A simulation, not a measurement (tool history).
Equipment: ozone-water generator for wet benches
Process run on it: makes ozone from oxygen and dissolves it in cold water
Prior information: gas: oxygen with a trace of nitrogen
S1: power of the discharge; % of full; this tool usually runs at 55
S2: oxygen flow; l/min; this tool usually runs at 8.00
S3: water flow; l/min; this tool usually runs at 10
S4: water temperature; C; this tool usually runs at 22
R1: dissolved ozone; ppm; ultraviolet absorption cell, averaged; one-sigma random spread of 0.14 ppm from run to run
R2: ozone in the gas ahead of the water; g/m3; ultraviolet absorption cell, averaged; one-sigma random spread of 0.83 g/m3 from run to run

run	hour	S1	S2	S3	S4	R1	R2
1	0.0	55	8.00	10	22	16.8	130.1
2	35.6	55	8.00	10	22	16.8	128.7
3	67.8	55	8.00	10	22	16.7	130.4
4	94.2	55	11.88	10	22	13.7	98.8
5	132.4	55	8.00	10	22	16.7	131.7
6	170.5	41	8.00	10	22	13.0	103.0
7	206.2	55	8.00	10	22	16.7	129.1
8	232.8	55	8.00	10	22	16.9	128.1
9	262.6	55	8.00	10	22	16.6	128.7
10	300.9	55	8.00	10	22	16.4	128.7
11	320.7	55	8.00	9	22	17.8	127.3
12	344.6	55	8.00	12	22	15.2	129.8
13	377.2	55	8.00	12	22	15.4	129.5
14	416.0	55	8.00	12	22	15.2	129.9
15	435.8	55	8.00	12	22	15.4	128.6
16	455.7	43	8.00	10	22	13.5	106.4
17	474.2	43	8.00	10	22	13.6	104.1
18	490.1	43	8.00	10	22	13.5	104.5
19	517.6	85	13.40	15	16	18.3	128.3
20	543.6	85	13.40	15	16	18.2	130.6
21	577.0	55	9.16	10	20	16.5	118.2
22	605.4	55	10.76	10	22	14.4	104.6
23	643.3	55	10.76	10	22	14.5	104.2
24	668.5	55	10.76	10	22	14.3	103.9
25	702.3	85	12.23	10	25	17.8	136.5
26	732.1	55	9.25	10	17	17.4	117.0
27	751.5	53	8.00	9	22	16.9	125.4
28	783.0	52	9.50	7	29	14.0	108.9
29	805.5	45	5.50	9	15	19.8	140.5
30	824.7	45	5.50	9	15	19.8	141.2
31	846.0	45	5.50	6	15	24.3	140.6
32	866.2	45	13.97	12	15	12.1	74.2
33	903.7	45	13.97	12	14	12.3	74.7

4 options for the next run, each taken on its own from the tool as it stands now. Forecast them:
A	940.3	45	6.55	8	14	?	?
B	940.3	69	8.00	10	28	?	?
C	940.3	55	5.40	10	22	?	?
D	940.3	45	13.99	12	14	?	?

run	R1	R2
A	20.1	124.5
B	16.9	154.4
C	18.9	165.9
D	12.4	74.6
The same runs, with their run-to-run variation unchanged, on a tool lacking any hidden condition would have given:
run	R1	R2
A	21.0	127.6
B	17.9	160.2
C	19.9	171.1
D	13.0	76.4
